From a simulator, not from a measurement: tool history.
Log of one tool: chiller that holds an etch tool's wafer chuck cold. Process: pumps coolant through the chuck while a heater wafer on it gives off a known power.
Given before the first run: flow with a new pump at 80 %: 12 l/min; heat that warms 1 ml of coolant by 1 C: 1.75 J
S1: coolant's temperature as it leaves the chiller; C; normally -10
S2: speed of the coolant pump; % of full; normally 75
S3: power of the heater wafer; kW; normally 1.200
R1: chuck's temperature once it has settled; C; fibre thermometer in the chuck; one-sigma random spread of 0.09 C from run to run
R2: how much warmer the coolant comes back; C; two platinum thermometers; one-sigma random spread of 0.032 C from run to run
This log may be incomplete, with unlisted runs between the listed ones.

Run 1, hour 0.0: usual settings. Result: R1 -1.60 C, R2 3.66 C.
Run 2, hour 34.3: usual settings. Result: R1 -1.94 C, R2 3.60 C.
Run 3, hour 96.7: usual settings but S1 -6 C. Result: R1 2.33 C, R2 3.65 C.
Run 4, hour 160.6: usual settings but S1 -6 C. Result: R1 2.42 C, R2 3.64 C.
Run 5, hour 192.4: usual settings but S1 -6 C. Result: R1 2.22 C, R2 3.57 C.
Run 6, hour 227.3: usual settings but S1 -6 C. Result: R1 2.34 C, R2 3.61 C.
Run 7, hour 272.2: usual settings but S1 -6 C. Result: R1 2.02 C, R2 3.60 C.
Run 8, hour 313.4: usual settings but S1 -6 C. Result: R1 2.19 C, R2 3.61 C.
Run 9, hour 345.5: usual settings but S1 -6 C. Result: R1 2.24 C, R2 3.59 C.
Run 10, hour 376.7: usual settings but S1 -6 C. Result: R1 2.19 C, R2 3.55 C.
Run 11, hour 444.1: usual settings but S1 -6 C. Result: R1 2.39 C, R2 3.64 C.
Run 12, hour 499.7: usual settings but S3 1.257 kW. Result: R1 -1.38 C, R2 3.78 C.
Run 13, hour 535.2: usual settings but S3 1.257 kW. Result: R1 -1.34 C, R2 3.75 C.
Run 14, hour 562.9: usual settings but S3 1.257 kW. Result: R1 -1.27 C, R2 3.71 C.
Run 15, hour 606.7: usual settings but S3 1.257 kW. Result: R1 -1.56 C, R2 3.70 C.
Run 16, hour 651.8: usual settings but S3 1.257 kW. Result: R1 -1.41 C, R2 3.73 C.
Run 17, hour 696.7: usual settings but S3 1.257 kW. Result: R1 -1.39 C, R2 3.74 C.
Run 18, hour 737.8: usual settings but S3 1.257 kW. Result: R1 -1.22 C, R2 3.69 C.
Run 19, hour 804.2: usual settings but S1 -2 C, S2 67 % of full, S3 1.041 kW. Result: R1 5.73 C, R2 3.39 C.
Run 20, hour 832.2: usual settings but S1 -9 C, S2 93 % of full, S3 1.022 kW. Result: R1 -2.84 C, R2 2.38 C.
Run 21, hour 894.7: usual settings but S1 -9 C, S2 93 % of full, S3 1.022 kW. Result: R1 -2.90 C, R2 2.41 C.

Estimate the outcome of run 22 from the log above:
Run 22, hour 953.6: usual settings but S1 -18 C, S2 93 % of full, S3 1.006 kW. Result: R1 ?, R2 ?.

R1: -11.78 C
R2: 2.32 C
Take away the tool's hidden state, keep the run-to-run variation as it was, and the same run would have given R1 -11.77 C, R2 2.48 C.
